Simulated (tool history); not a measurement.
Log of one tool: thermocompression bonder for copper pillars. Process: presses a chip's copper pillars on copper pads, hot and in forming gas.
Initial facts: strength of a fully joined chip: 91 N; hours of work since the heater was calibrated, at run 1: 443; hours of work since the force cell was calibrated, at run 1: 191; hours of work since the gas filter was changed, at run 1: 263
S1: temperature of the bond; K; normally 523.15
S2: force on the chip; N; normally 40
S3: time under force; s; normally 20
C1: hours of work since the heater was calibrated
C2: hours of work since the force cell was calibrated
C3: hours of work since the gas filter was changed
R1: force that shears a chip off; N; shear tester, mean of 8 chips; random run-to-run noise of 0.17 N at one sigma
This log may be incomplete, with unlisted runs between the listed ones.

run,hour,S1,S2,S3,C1,C2,C3,R1
1,0,523.15,40,20,443,191,263,38.5
2,12,538.15,40,20,450,198,270,44.9
3,22.1,538.15,40,20,456,204,276,44.9
4,31.9,538.15,40,20,461,209,281,44.8
5,49.3,538.15,40,20,471,219,291,45
6,71,538.15,40,20,484,231,303,44.8
# hour 73.5: force cell calibrated
7,94.8,538.15,40,20,496,12,316,44.7
8,105.4,523.15,40,20,502,18,322,37.4
9,121.2,523.15,40,20,511,27,331,37.8
10,135.6,523.15,40,20,520,35,339,37.9
# hour 146.3: forming gas filter changed
11,147.5,523.15,40,20,526,42,1,40
12,159.5,523.15,40,32,533,49,8,47.2
13,182.5,552.15,40,38,546,62,21,64.6
14,201.5,524.15,40,38,557,72,31,50.4
# hour 209.5: force cell calibrated, once more
15,214.1,531.15,27,38,563,3,38,44.8
16,233.1,552.15,27,38,574,13,48,54.5
17,244.2,552.15,27,38,580,20,55,54.5
18,262.3,552.15,27,38,590,30,65,54.4
19,280.5,506.15,54,36,601,40,75,47.6
20,298.6,506.15,31,36,611,51,86,35.2
21,313.2,527.15,27,50,619,59,94,46.9
22,326.8,524.15,40,26,627,67,102,44.3

How would selected steps in R1 from run to run divide? Give the signed amount a tool lacking its hidden state would still show from settings, what came in and random variation, and the signed amount left for the hidden state, including any gauge scatter that is not in both of the compared results.
Hidden state at play: true temperature of the bond over the reading, C; force that reaches the chip, % of what is set; oxide that the forming gas leaves, % of the face; drift of the gauge itself on shear_n, %.
Run 10 -> 11: forming gas filter changed. R1 +2.1 N: hidden state +2.4, all else -0.3.
Run 12 -> 13: S1 523.15 -> 552.15, S3 32 -> 38. R1 +17.4 N: hidden state -0.3, all else +17.7.
Run 13 -> 14: S1 552.15 -> 524.15. R1 -14.2 N: hidden state +0, all else -14.2.
Run 14 -> 15: S1 524.15 -> 531.15, S2 40 -> 27, force cell calibrated, once more. R1 -5.6 N: hidden state +0.5, all else -6.1.

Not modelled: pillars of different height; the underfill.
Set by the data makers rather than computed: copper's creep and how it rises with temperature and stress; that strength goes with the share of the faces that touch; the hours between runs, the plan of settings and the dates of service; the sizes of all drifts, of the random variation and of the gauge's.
